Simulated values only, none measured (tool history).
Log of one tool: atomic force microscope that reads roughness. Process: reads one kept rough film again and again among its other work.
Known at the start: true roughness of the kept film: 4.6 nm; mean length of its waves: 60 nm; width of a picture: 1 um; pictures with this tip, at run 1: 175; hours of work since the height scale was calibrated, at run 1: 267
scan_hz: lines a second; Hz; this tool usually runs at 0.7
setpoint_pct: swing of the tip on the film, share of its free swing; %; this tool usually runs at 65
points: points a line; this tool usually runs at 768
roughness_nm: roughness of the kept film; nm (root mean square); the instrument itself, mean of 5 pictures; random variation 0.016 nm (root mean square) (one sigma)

run     day  scan_hz  setpoint_pct  points  pictures with this tip  hours of work since the height scale was calibrated  roughness_nm
  1       0      0.7            65     768                     175                                                  267         4.177
      0.692  -- new tip fitted
  2   0.842      0.7            65     768                       6                                                  280         4.442
  3   1.392      0.7            65     768                      28                                                  288         4.396
  4   2.025      0.7            65     768                      54                                                  298         4.332
  5   2.646      0.7            70     768                      80                                                  308           4.3
  6   3.471      0.7            70     690                     113                                                  320         4.258
  7   3.812      0.7            70     690                     127                                                  326         4.232
  8   4.358      0.7            70     690                     149                                                  334         4.172
  9    5.05      0.7            70     690                     178                                                  345         4.162
 10   5.454      0.7            70     690                     194                                                  351         4.124
      5.717  -- new tip fitted
 11   6.083      0.7            70     690                      15                                                  360         4.403
 12   6.588      0.7            70     803                      36                                                  368         4.385
 13   7.188      0.7            70     803                      60                                                  378         4.339
 14   7.742      0.7            70     747                      83                                                  386         4.304
 15   8.462      0.7            70     768                     112                                                  397         4.252
 16   8.938      0.7            70     768                     132                                                  405         4.226
 17   9.325      0.7            70     768                     147                                                  411          4.22
 18   9.883    0.539            60     768                     170                                                  419         4.193
 19  10.292    0.539            60     768                     187                                                  426         4.168
     10.725  -- new tip fitted
 20  10.833    0.539            60     768                       4                                                  434         4.458
 21   11.55    0.539            77     389                      33                                                  445         4.401
 22  12.383    2.824            77     469                      67                                                  458         4.084
 23  12.958    2.824            77     469                      91                                                  467         4.045
 24  13.521      0.7            62     496                     114                                                  476         4.303
 25  14.083     0.65            65     724                     137                                                  484         4.239
 26  14.854    1.824            65     329                     168                                                  496          4.11
 27  15.529     0.51            83     329                     196                                                  507         4.108
     15.775  -- new tip fitted
 28  15.954    2.906            75     329                       7                                                  513         4.156
 29  16.546      0.7            82     768                      31                                                  522         4.333
 30   16.95      0.7            82     768                      48                                                  528         4.318
 31  17.317      0.7            85     682                      63                                                  534          4.27
 32  17.779      0.7            85     682                      82                                                  541         4.259
 33  18.271    2.607            70     682                     102                                                  549         4.137
 34  18.762    2.141            67    1014                     122                                                  556         4.196

4 options for the next run, each taken on its own from the tool as it stands now. Forecast them:
  A  19.238    1.506            58     525                     141                                                  564             ?
  B  19.238    0.773            67     855                     141                                                  564             ?
  C  19.238    3.419            90     369                     141                                                  564             ?
  D  19.238    0.918            89    1014                     141                                                  564             ?

run  roughness_nm
  A         4.242
  B         4.222
  C         3.639
  D         4.123
The same runs, with their run-to-run variation unchanged, on a tool lacking any hidden condition would have given:
run  roughness_nm
  A         4.447
  B         4.426
  C         3.815
  D         4.322

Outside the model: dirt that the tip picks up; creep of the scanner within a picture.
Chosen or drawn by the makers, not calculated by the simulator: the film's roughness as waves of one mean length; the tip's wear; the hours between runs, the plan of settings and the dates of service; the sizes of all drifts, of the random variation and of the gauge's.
